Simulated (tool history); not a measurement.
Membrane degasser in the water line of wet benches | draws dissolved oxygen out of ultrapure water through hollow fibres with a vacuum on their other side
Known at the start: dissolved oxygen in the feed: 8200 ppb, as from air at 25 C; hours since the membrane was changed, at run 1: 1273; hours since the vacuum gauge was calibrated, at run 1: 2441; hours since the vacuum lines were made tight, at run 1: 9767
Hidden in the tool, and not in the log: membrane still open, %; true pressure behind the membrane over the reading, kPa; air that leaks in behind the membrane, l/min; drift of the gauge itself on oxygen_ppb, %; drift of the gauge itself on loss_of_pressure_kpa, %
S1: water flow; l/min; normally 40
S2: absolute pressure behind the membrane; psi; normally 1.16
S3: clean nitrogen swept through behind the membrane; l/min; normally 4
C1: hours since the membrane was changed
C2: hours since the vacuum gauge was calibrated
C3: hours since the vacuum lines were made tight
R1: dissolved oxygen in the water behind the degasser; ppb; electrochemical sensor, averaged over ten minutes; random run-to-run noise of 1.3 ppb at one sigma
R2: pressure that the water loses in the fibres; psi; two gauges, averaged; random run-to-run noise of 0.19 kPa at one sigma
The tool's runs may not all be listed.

run,hour,S1,S2,S3,C1,C2,C3,R1,R2
1,0,40,1.16,4,1273,2441,9767,134,5.875
2,51.7,40,1.16,4,1325,2492,9818,134.2,5.899
3,103.5,40,1.16,4,1377,2544,9870,132.4,5.852
4,133.2,40,1.16,4,1407,2574,9900,131.3,5.952
5,191.3,40,1.16,4,1465,2632,9958,136.4,5.82
6,250.4,40,1.16,4,1524,2691,10017,134.3,5.858
7,308.3,40,1.16,4,1582,2749,10075,134.3,5.886
8,357.8,40,1.16,4,1631,2798,10124,135.7,5.884
9,402.4,40,1.16,4,1676,2843,10169,132.8,5.938
10,473.2,40,1.16,4,1747,2914,10240,134.3,5.893
11,544.5,42,1.16,1.83,1818,2985,10311,262.1,6.167
12,604.2,28,1.16,4,1878,3045,10371,90.1,4.097
13,668.2,61,1.182,2.5,1942,3109,10435,321.8,8.972
14,739.8,58,0.77,1.63,2013,3180,10506,216.8,8.621
15,790.2,43,1.16,4,2064,3231,10557,145.8,6.334
16,840.8,41,1.793,4.73,2114,3281,10607,208.3,6.051
17,876.3,41,1.793,4.73,2150,3317,10643,210.1,6.11
18,924.3,27,2.112,1.64,2198,3365,10691,424,3.997
19,973.2,27,2.112,2.24,2247,3414,10740,325.4,3.97
20,1018.6,42,1.101,2.05,2292,3459,10785,226.1,6.19

Forecast each of these 4 alternatives for the next run:
A,1062.5,62,1.234,3.14,2336,3503,10829,?,?
B,1062.5,63,1.101,2.05,2336,3503,10829,?,?
C,1062.5,56,0.725,1.64,2336,3503,10829,?,?
D,1062.5,40,2.174,7.8,2336,3503,10829,?,?

run,R1,R2
A,297.1,9.155
B,354.7,9.255
C,185.7,8.27
D,164.1,5.903
Stripped of hidden state, with their random variation kept, the same runs would have yielded:
run,R1,R2
A,284.3,9.055
B,338.6,9.152
C,169.6,8.18
D,157.9,5.838
